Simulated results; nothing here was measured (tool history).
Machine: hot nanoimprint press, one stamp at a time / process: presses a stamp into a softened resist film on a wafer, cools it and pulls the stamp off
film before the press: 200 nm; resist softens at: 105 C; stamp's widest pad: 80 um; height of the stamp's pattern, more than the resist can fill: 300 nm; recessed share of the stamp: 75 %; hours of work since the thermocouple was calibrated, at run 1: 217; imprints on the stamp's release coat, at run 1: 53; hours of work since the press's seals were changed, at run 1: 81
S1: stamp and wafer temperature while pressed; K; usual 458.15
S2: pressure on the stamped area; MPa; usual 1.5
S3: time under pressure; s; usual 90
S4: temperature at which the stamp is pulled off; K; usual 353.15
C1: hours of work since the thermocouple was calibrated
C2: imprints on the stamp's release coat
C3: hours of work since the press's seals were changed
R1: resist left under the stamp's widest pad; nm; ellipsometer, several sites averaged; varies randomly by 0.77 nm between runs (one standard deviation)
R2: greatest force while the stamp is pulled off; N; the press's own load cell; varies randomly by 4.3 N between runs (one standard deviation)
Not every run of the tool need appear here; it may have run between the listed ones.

{"run": 1, "hour": 0.0, "S1": 458.15, "S2": 1.5, "S3": 90, "S4": 353.15, "C1": 217, "C2": 53, "C3": 81, "R1": 98.9, "R2": 221}
{"run": 2, "hour": 13.7, "S1": 458.15, "S2": 1.5, "S3": 90, "S4": 353.15, "C1": 228, "C2": 137, "C3": 92, "R1": 98.3, "R2": 230}
{"run": 3, "hour": 32.9, "S1": 458.15, "S2": 2.16, "S3": 90, "S4": 353.15, "C1": 243, "C2": 255, "C3": 107, "R1": 80.7, "R2": 233}
{"run": 4, "hour": 51.8, "S1": 458.15, "S2": 1.09, "S3": 90, "S4": 353.15, "C1": 258, "C2": 371, "C3": 122, "R1": 117.3, "R2": 245}
{"run": 5, "hour": 67.6, "S1": 458.15, "S2": 1.09, "S3": 90, "S4": 353.15, "C1": 271, "C2": 468, "C3": 135, "R1": 117.8, "R2": 248}
{"hour": 84.3, "done": "stamp cleaned and given a new release coat"}
{"run": 6, "hour": 86.2, "S1": 458.15, "S2": 1.09, "S3": 90, "S4": 353.15, "C1": 281, "C2": 12, "C3": 145, "R1": 117.5, "R2": 210}
{"run": 7, "hour": 106.0, "S1": 449.15, "S2": 1.5, "S3": 90, "S4": 353.15, "C1": 296, "C2": 133, "C3": 161, "R1": 125.1, "R2": 232}
{"run": 8, "hour": 117.4, "S1": 458.15, "S2": 1.5, "S3": 90, "S4": 353.15, "C1": 306, "C2": 203, "C3": 170, "R1": 99.2, "R2": 220}
{"run": 9, "hour": 128.8, "S1": 451.15, "S2": 1.5, "S3": 90, "S4": 353.15, "C1": 315, "C2": 273, "C3": 179, "R1": 118.8, "R2": 234}
{"run": 10, "hour": 141.7, "S1": 451.15, "S2": 1.5, "S3": 90, "S4": 353.15, "C1": 325, "C2": 353, "C3": 189, "R1": 118.7, "R2": 237}
{"run": 11, "hour": 150.3, "S1": 458.15, "S2": 1.5, "S3": 90, "S4": 353.15, "C1": 332, "C2": 405, "C3": 196, "R1": 99.2, "R2": 252}
{"hour": 176.7, "done": "stamp cleaned and given a new release coat"}
{"run": 12, "hour": 176.7, "S1": 458.15, "S2": 1.22, "S3": 90, "S4": 353.15, "C1": 348, "C2": 0, "C3": 213, "R1": 112.5, "R2": 210}
{"run": 13, "hour": 194.8, "S1": 463.15, "S2": 1.5, "S3": 90, "S4": 353.15, "C1": 363, "C2": 112, "C3": 227, "R1": 86.8, "R2": 210}
{"run": 14, "hour": 213.0, "S1": 463.15, "S2": 1.5, "S3": 90, "S4": 353.15, "C1": 377, "C2": 223, "C3": 242, "R1": 88.6, "R2": 228}
{"hour": 229.3, "done": "plate thermocouple calibrated"}
{"run": 15, "hour": 235.6, "S1": 449.15, "S2": 1.5, "S3": 90, "S4": 353.15, "C1": 5, "C2": 343, "C3": 257, "R1": 127.2, "R2": 247}
{"run": 16, "hour": 256.4, "S1": 458.15, "S2": 2.11, "S3": 90, "S4": 346.15, "C1": 22, "C2": 471, "C3": 274, "R1": 83.3, "R2": 266}
{"hour": 272.0, "done": "stamp cleaned and given a new release coat"}
{"hour": 283.2, "done": "plate thermocouple calibrated, once more"}
{"run": 17, "hour": 285.7, "S1": 458.15, "S2": 2.11, "S3": 112, "S4": 346.15, "C1": 2, "C2": 65, "C3": 290, "R1": 74.7, "R2": 227}
{"run": 18, "hour": 297.1, "S1": 458.15, "S2": 2.11, "S3": 112, "S4": 346.15, "C1": 11, "C2": 135, "C3": 299, "R1": 75.5, "R2": 233}
{"run": 19, "hour": 317.6, "S1": 458.15, "S2": 2.11, "S3": 112, "S4": 346.15, "C1": 28, "C2": 261, "C3": 316, "R1": 74.4, "R2": 243}
{"run": 20, "hour": 337.7, "S1": 458.15, "S2": 1.5, "S3": 73, "S4": 353.15, "C1": 44, "C2": 384, "C3": 332, "R1": 104.8, "R2": 239}

Run 21 has not been measured yet. What should we expect?
{"run": 21, "hour": 348.3, "S1": 458.15, "S2": 1.5, "S3": 73, "S4": 353.15, "C1": 52, "C2": 449, "C3": 340, "R1": "?", "R2": "?"}

{"run 21": {"R1": 105.2, "R2": 252}}
Had the tool carried no hidden state, the very same run would have given R1 103.8 nm, R2 212 N.

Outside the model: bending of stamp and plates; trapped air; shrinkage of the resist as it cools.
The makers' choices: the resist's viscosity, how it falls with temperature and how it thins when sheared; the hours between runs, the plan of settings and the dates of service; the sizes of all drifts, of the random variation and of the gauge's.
